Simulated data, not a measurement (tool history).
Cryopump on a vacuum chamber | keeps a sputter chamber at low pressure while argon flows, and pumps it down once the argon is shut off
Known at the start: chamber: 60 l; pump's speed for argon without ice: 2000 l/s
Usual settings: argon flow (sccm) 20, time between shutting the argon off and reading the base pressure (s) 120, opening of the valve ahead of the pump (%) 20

run,hour,argon flow (sccm),time between shutting the argon off and reading the base pressure (s),opening of the valve ahead of the pump (%),pressure while argon flows (Pa),pressure after the wait (uPa)
1,0,20,120,20,0.0857,0.72
2,51,20,120,19,0.0905,0.79
3,94.7,11,120,20,0.0491,0.79
4,145.7,11,120,20,0.0466,0.85
5,191.6,20,120,20,0.0876,0.89
6,242.2,20,120,20,0.0878,0.98

Forecast run 7:
7,270.5,10,120,33,?,?

{"run 7": {"pressure while argon flows (Pa)": 0.0268, "pressure after the wait (uPa)": 0.98}}
Without the tool's hidden state the same run would have given pressure while argon flows (Pa) 0.0252, pressure after the wait (uPa) 0.32.

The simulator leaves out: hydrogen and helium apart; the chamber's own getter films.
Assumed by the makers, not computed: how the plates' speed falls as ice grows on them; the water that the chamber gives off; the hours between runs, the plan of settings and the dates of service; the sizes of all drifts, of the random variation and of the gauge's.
